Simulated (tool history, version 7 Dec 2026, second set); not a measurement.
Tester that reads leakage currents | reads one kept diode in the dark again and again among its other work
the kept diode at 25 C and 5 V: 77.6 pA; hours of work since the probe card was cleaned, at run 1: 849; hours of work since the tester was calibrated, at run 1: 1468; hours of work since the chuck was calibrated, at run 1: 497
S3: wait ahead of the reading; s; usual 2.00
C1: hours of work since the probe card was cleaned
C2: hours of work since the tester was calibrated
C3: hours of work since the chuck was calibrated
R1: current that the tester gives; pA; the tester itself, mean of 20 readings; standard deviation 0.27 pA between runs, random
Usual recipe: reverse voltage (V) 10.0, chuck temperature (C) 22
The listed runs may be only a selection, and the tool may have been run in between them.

Run 1, day 0.000: usual settings; C1 849; C2 1468; C3 497. Result: R1 95.62 pA.
Run 2, day 1.829: usual settings; C1 875; C2 1494; C3 524. Result: R1 95.59 pA.
Run 3, day 4.125: usual settings but S3 2.32 s; C1 909; C2 1527; C3 557. Result: R1 95.76 pA.
Run 4, day 5.546: usual settings; C1 929; C2 1548; C3 577. Result: R1 96.63 pA.
Run 5, day 6.892: usual settings; C1 949; C2 1567; C3 597. Result: R1 96.19 pA.
Run 6, day 9.242: usual settings; C1 982; C2 1601; C3 631. Result: R1 96.49 pA.
At day 10.925: chuck's temperature calibrated.
Run 7, day 12.158: usual settings; C1 1023; C2 1642; C3 18. Result: R1 106.18 pA.
Run 8, day 13.875: usual settings; C1 1048; C2 1666; C3 43. Result: R1 105.91 pA.
At day 15.033: probe card cleaned and baked.
Run 9, day 17.088: usual settings but reverse voltage (V) 7.6; C1 30; C2 1711; C3 87. Result: R1 74.41 pA.
Run 10, day 19.996: usual settings but reverse voltage (V) 7.6; C1 72; C2 1753; C3 129. Result: R1 74.28 pA.
Run 11, day 22.879: usual settings but reverse voltage (V) 8.1; C1 113; C2 1795; C3 171. Result: R1 76.89 pA.
Run 12, day 25.246: usual settings but reverse voltage (V) 17.3, chuck temperature (C) 24, S3 0.67 s; C1 147; C2 1829; C3 205. Result: R1 143.56 pA.
Run 13, day 27.725: usual settings but reverse voltage (V) 12.1, chuck temperature (C) 47, S3 4.73 s; C1 183; C2 1864; C3 241. Result: R1 787.24 pA.
Run 14, day 29.208: usual settings but reverse voltage (V) 2.0, chuck temperature (C) 31; C1 204; C2 1886; C3 262. Result: R1 77.30 pA.
Run 15, day 31.758: usual settings but reverse voltage (V) 6.7, chuck temperature (C) 23; C1 241; C2 1923; C3 299. Result: R1 75.35 pA.
Run 16, day 33.100: usual settings but reverse voltage (V) 5.5, chuck temperature (C) 23; C1 261; C2 1942; C3 318. Result: R1 67.31 pA.
Run 17, day 34.383: usual settings but chuck temperature (C) 21; C1 279; C2 1960; C3 337. Result: R1 80.02 pA.
Run 18, day 36.762: usual settings but reverse voltage (V) 2.1, chuck temperature (C) 21, S3 0.60 s; C1 313; C2 1995; C3 371. Result: R1 32.78 pA.
Run 19, day 38.742: usual settings but chuck temperature (C) 32; C1 342; C2 2023; C3 399. Result: R1 204.49 pA.
Run 20, day 41.300: usual settings but reverse voltage (V) 16.6, chuck temperature (C) 30; C1 379; C2 2060; C3 436. Result: R1 229.00 pA.
Run 21, day 43.267: usual settings but reverse voltage (V) 16.6, chuck temperature (C) 30; C1 407; C2 2089; C3 465. Result: R1 229.06 pA.
Run 22, day 44.917: usual settings but reverse voltage (V) 3.0, chuck temperature (C) 28, S3 1.48 s; C1 431; C2 2112; C3 489. Result: R1 73.21 pA.

Across each entry between runs, compare the hidden state at the last listed run before it with the hidden state at the first listed run after it:
Runs 6 to 7: chuck's temperature calibrated (day 10.925)
  stray current of the dirty probe card, pA a volt: 1.865 -> 1.948; current scale over the true one, %: -0.76 -> -0.78; true chuck temperature over the reading, C: -1.11 -> 0.06
  the result without the hidden state subtracted from the measured one, R1: +9.28 -> +18.98 pA
Runs 8 to 9: probe card cleaned and baked (day 15.033)
  stray current of the dirty probe card, pA a volt: 1.994 -> 0.076; current scale over the true one, %: -0.79 -> -0.81; true chuck temperature over the reading, C: 0.01 -> -0.08
  the result without the hidden state subtracted from the measured one, R1: +18.94 -> -0.71 pA
